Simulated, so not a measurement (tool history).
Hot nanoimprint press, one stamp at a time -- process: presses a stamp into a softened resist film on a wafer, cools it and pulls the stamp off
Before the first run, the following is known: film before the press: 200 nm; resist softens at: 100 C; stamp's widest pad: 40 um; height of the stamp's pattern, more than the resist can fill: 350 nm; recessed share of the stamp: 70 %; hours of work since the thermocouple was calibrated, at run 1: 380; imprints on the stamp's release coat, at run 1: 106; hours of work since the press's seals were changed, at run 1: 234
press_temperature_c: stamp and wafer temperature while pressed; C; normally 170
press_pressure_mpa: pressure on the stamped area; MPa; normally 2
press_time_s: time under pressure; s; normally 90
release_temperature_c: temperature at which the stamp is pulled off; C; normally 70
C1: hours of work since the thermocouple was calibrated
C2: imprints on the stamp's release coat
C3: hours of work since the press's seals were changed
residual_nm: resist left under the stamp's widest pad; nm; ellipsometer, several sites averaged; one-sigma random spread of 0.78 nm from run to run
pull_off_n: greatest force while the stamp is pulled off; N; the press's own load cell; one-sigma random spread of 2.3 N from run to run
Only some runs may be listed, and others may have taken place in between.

{"run": 1, "hour": 0.0, "press_temperature_c": 170, "press_pressure_mpa": 2, "press_time_s": 90, "release_temperature_c": 70, "C1": 380, "C2": 106, "C3": 234, "residual_nm": 102.8, "pull_off_n": 111}
{"run": 2, "hour": 80.1, "press_temperature_c": 170, "press_pressure_mpa": 2, "press_time_s": 90, "release_temperature_c": 70, "C1": 427, "C2": 428, "C3": 281, "residual_nm": 103.4, "pull_off_n": 120}
{"run": 3, "hour": 166.4, "press_temperature_c": 170, "press_pressure_mpa": 2, "press_time_s": 90, "release_temperature_c": 70, "C1": 478, "C2": 775, "C3": 332, "residual_nm": 103.2, "pull_off_n": 132}
{"hour": 231.6, "done": "stamp cleaned and given a new release coat"}
{"run": 4, "hour": 253.4, "press_temperature_c": 170, "press_pressure_mpa": 2, "press_time_s": 90, "release_temperature_c": 70, "C1": 525, "C2": 87, "C3": 380, "residual_nm": 106.2, "pull_off_n": 107}
{"run": 5, "hour": 348.5, "press_temperature_c": 170, "press_pressure_mpa": 2, "press_time_s": 90, "release_temperature_c": 70, "C1": 581, "C2": 470, "C3": 436, "residual_nm": 106, "pull_off_n": 126}
{"hour": 381.7, "done": "plate thermocouple calibrated"}
{"run": 6, "hour": 415.0, "press_temperature_c": 170, "press_pressure_mpa": 2, "press_time_s": 90, "release_temperature_c": 70, "C1": 20, "C2": 725, "C3": 473, "residual_nm": 99.2, "pull_off_n": 128}
{"hour": 492.2, "done": "stamp cleaned and given a new release coat"}
{"run": 7, "hour": 510.8, "press_temperature_c": 170, "press_pressure_mpa": 2, "press_time_s": 90, "release_temperature_c": 59, "C1": 72, "C2": 74, "C3": 526, "residual_nm": 102.4, "pull_off_n": 137}
{"run": 8, "hour": 592.9, "press_temperature_c": 170, "press_pressure_mpa": 2, "press_time_s": 90, "release_temperature_c": 59, "C1": 121, "C2": 404, "C3": 574, "residual_nm": 101.3, "pull_off_n": 149}
{"run": 9, "hour": 670.4, "press_temperature_c": 170, "press_pressure_mpa": 2, "press_time_s": 90, "release_temperature_c": 59, "C1": 166, "C2": 716, "C3": 620, "residual_nm": 102.7, "pull_off_n": 166}
{"run": 10, "hour": 732.8, "press_temperature_c": 159, "press_pressure_mpa": 2, "press_time_s": 90, "release_temperature_c": 70, "C1": 203, "C2": 966, "C3": 656, "residual_nm": 149.1, "pull_off_n": 143}
{"hour": 747.7, "done": "stamp cleaned and given a new release coat"}
{"hour": 787.3, "done": "press's hydraulic seals changed and the load cell set to zero"}
{"run": 11, "hour": 824.9, "press_temperature_c": 165, "press_pressure_mpa": 2, "press_time_s": 90, "release_temperature_c": 70, "C1": 249, "C2": 278, "C3": 22, "residual_nm": 121.3, "pull_off_n": 109}
{"run": 12, "hour": 904.4, "press_temperature_c": 170, "press_pressure_mpa": 2, "press_time_s": 90, "release_temperature_c": 70, "C1": 296, "C2": 597, "C3": 69, "residual_nm": 100.6, "pull_off_n": 125}
{"run": 13, "hour": 992.5, "press_temperature_c": 170, "press_pressure_mpa": 2, "press_time_s": 90, "release_temperature_c": 70, "C1": 347, "C2": 952, "C3": 121, "residual_nm": 102, "pull_off_n": 137}
{"hour": 1011.6, "done": "stamp cleaned and given a new release coat"}
{"run": 14, "hour": 1052.2, "press_temperature_c": 170, "press_pressure_mpa": 2, "press_time_s": 90, "release_temperature_c": 70, "C1": 379, "C2": 163, "C3": 152, "residual_nm": 101.1, "pull_off_n": 112}
{"run": 15, "hour": 1118.0, "press_temperature_c": 166, "press_pressure_mpa": 2.5, "press_time_s": 124, "release_temperature_c": 56, "C1": 418, "C2": 428, "C3": 191, "residual_nm": 98.1, "pull_off_n": 164}
{"run": 16, "hour": 1206.9, "press_temperature_c": 159, "press_pressure_mpa": 1.23, "press_time_s": 90, "release_temperature_c": 70, "C1": 470, "C2": 785, "C3": 243, "residual_nm": 167.7, "pull_off_n": 130}
{"hour": 1271.0, "done": "stamp cleaned and given a new release coat"}
{"run": 17, "hour": 1279.9, "press_temperature_c": 159, "press_pressure_mpa": 1.23, "press_time_s": 90, "release_temperature_c": 70, "C1": 509, "C2": 36, "C3": 283, "residual_nm": 170.4, "pull_off_n": 108}
{"run": 18, "hour": 1328.3, "press_temperature_c": 159, "press_pressure_mpa": 1.23, "press_time_s": 90, "release_temperature_c": 70, "C1": 538, "C2": 230, "C3": 311, "residual_nm": 170.2, "pull_off_n": 115}
{"run": 19, "hour": 1385.5, "press_temperature_c": 169, "press_pressure_mpa": 3, "press_time_s": 90, "release_temperature_c": 65, "C1": 571, "C2": 460, "C3": 345, "residual_nm": 88.3, "pull_off_n": 136}
{"hour": 1429.8, "done": "plate thermocouple calibrated"}
{"run": 20, "hour": 1466.1, "press_temperature_c": 170, "press_pressure_mpa": 1.99, "press_time_s": 125, "release_temperature_c": 70, "C1": 21, "C2": 772, "C3": 390, "residual_nm": 89.1, "pull_off_n": 126}
{"hour": 1527.8, "done": "stamp cleaned and given a new release coat"}
{"run": 21, "hour": 1564.7, "press_temperature_c": 158, "press_pressure_mpa": 1.95, "press_time_s": 60, "release_temperature_c": 60, "C1": 76, "C2": 148, "C3": 445, "residual_nm": 162.7, "pull_off_n": 134}
{"run": 22, "hour": 1636.0, "press_temperature_c": 158, "press_pressure_mpa": 1.95, "press_time_s": 60, "release_temperature_c": 60, "C1": 118, "C2": 434, "C3": 487, "residual_nm": 163.8, "pull_off_n": 145}
{"run": 23, "hour": 1712.2, "press_temperature_c": 170, "press_pressure_mpa": 2, "press_time_s": 57, "release_temperature_c": 68, "C1": 162, "C2": 741, "C3": 531, "residual_nm": 117.3, "pull_off_n": 135}
{"hour": 1784.1, "done": "stamp cleaned and given a new release coat"}
{"run": 24, "hour": 1797.0, "press_temperature_c": 170, "press_pressure_mpa": 2.61, "press_time_s": 90, "release_temperature_c": 70, "C1": 209, "C2": 52, "C3": 578, "residual_nm": 90.3, "pull_off_n": 106}
{"run": 25, "hour": 1857.1, "press_temperature_c": 174, "press_pressure_mpa": 2.31, "press_time_s": 90, "release_temperature_c": 70, "C1": 244, "C2": 294, "C3": 613, "residual_nm": 81.8, "pull_off_n": 113}
{"run": 26, "hour": 1902.8, "press_temperature_c": 170, "press_pressure_mpa": 2.3, "press_time_s": 90, "release_temperature_c": 57, "C1": 271, "C2": 477, "C3": 640, "residual_nm": 96.6, "pull_off_n": 149}
{"hour": 1976.7, "done": "press's hydraulic seals changed and the load cell set to zero"}
{"run": 27, "hour": 1977.7, "press_temperature_c": 161, "press_pressure_mpa": 2.3, "press_time_s": 121, "release_temperature_c": 57, "C1": 310, "C2": 746, "C3": 1, "residual_nm": 118.7, "pull_off_n": 167}
{"run": 28, "hour": 2038.6, "press_temperature_c": 161, "press_pressure_mpa": 2.3, "press_time_s": 121, "release_temperature_c": 57, "C1": 346, "C2": 991, "C3": 36, "residual_nm": 120.1, "pull_off_n": 181}

What if the next run were any one of these 3? Each begins from the tool's condition after run 28:
{"hour": 2052.0, "done": "stamp cleaned and given a new release coat"}
{"run": "A", "hour": 2083.9, "press_temperature_c": 161, "press_pressure_mpa": 2.3, "press_time_s": 121, "release_temperature_c": 66, "C1": 369, "C2": 129, "C3": 60, "residual_nm": "?", "pull_off_n": "?"}
{"hour": 2052.0, "done": "stamp cleaned and given a new release coat"}
{"run": "B", "hour": 2083.9, "press_temperature_c": 161, "press_pressure_mpa": 1.59, "press_time_s": 121, "release_temperature_c": 57, "C1": 369, "C2": 129, "C3": 60, "residual_nm": "?", "pull_off_n": "?"}
{"hour": 2052.0, "done": "stamp cleaned and given a new release coat"}
{"run": "C", "hour": 2083.9, "press_temperature_c": 176, "press_pressure_mpa": 3.18, "press_time_s": 121, "release_temperature_c": 57, "C1": 369, "C2": 129, "C3": 60, "residual_nm": "?", "pull_off_n": "?"}

run=A residual_nm=120.5 pull_off_n=122
run=B residual_nm=140.3 pull_off_n=139
run=C residual_nm=55.3 pull_off_n=137
Without the tool's hidden state the same runs would have given:
run=A residual_nm=117.7 pull_off_n=116
run=B residual_nm=137.7 pull_off_n=133
run=C residual_nm=53.9 pull_off_n=130
